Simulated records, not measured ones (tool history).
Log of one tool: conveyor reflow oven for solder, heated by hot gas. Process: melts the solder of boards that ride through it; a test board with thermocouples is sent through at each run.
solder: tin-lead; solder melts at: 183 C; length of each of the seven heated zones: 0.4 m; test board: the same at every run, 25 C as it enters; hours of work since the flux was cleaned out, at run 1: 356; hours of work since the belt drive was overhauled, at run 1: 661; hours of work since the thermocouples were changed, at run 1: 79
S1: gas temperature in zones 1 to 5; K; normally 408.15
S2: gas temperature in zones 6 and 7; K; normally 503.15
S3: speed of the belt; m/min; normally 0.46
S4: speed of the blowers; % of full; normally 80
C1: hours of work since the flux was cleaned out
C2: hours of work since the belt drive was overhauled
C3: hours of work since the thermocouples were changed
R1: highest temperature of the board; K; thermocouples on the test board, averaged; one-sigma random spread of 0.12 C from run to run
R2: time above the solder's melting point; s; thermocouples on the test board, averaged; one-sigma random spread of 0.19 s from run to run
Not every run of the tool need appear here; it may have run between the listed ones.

run	hour	S1	S2	S3	S4	C1	C2	C3	R1	R2
1	0	408.15	503.15	0.46	80	356	661	79	485.75	72.3
2	32.1	408.15	503.15	0.46	80	371	677	95	485.65	72.3
3	66	408.15	503.15	0.46	80	387	693	111	485.55	72.2
4	88.5	408.15	503.15	0.46	77	398	704	122	484.85	71.3
5	111.8	408.15	510.15	0.46	77	409	715	133	490.65	78.1
6	138.1	408.15	503.15	0.46	80	422	728	146	485.25	71.8
7	168.2	408.15	503.15	0.46	80	437	742	160	485.15	71.9
8	204.9	408.15	503.15	0.46	80	454	760	178	485.15	72
# hour 223.6: flux residue cleaned out of gas plates and filters
9	245.6	408.15	503.15	0.46	80	11	777	195	488.25	76.6
10	279.5	408.15	503.15	0.46	80	27	793	211	488.05	76.7
11	303.3	408.15	509.15	0.46	80	38	805	223	493.35	81.8
12	334.9	408.15	509.15	0.46	80	54	820	238	493.25	82
13	369.6	408.15	509.15	0.46	80	70	836	255	493.15	82.2
14	394.2	408.15	509.15	0.46	80	82	848	266	493.25	81.5
15	428.3	408.15	503.15	0.46	80	98	865	283	487.75	76.2
16	464.9	420.15	502.15	0.442	77	116	882	300	489.15	87.6
17	487.3	413.15	491.15	0.537	64	127	893	311	469.75	38.7
18	508.1	408.15	515.15	0.518	67	137	903	321	490.15	68.1
19	537.8	408.15	515.15	0.518	67	151	917	336	490.15	67.8
20	557.5	394.15	498.15	0.518	67	161	927	345	472.75	39.6
21	585.1	397.15	513.15	0.491	80	174	940	358	491.75	70.3
22	620.9	397.15	513.15	0.491	80	191	957	376	492.05	70.1
23	642.2	422.15	512.15	0.469	78	201	968	386	496.45	90
24	669.7	422.15	502.15	0.469	78	215	981	399	487.65	81.8
25	692.6	422.15	502.15	0.506	78	226	992	410	485.85	73
26	729.1	398.15	501.15	0.517	70	243	1009	428	476.65	47.5
27	753.4	402.15	503.15	0.46	80	255	1021	439	485.95	71
28	769.7	402.15	503.15	0.46	80	263	1029	447	485.65	71.1
29	790.2	393.15	503.15	0.497	57	273	1039	457	473.75	42.4
30	813.6	406.15	503.15	0.46	80	284	1050	468	486.35	73.6

Branching from run 30: 4 alternative next runs. What would each branch give?
A	833.9	405.15	505.15	0.46	80	294	1060	478	?	?
B	833.9	421.15	503.15	0.448	62	294	1060	478	?	?
C	833.9	417.15	503.15	0.46	56	294	1060	478	?	?
D	833.9	394.15	511.15	0.46	71	294	1060	478	?	?

run	R1	R2
A	488.05	75
B	485.95	81.6
C	482.55	71.7
D	488.95	70.6
With no hidden state in the tool, these same runs would have given:
run	R1	R2
A	489.65	75.1
B	486.95	80.9
C	483.45	71.4
D	490.55	70.8
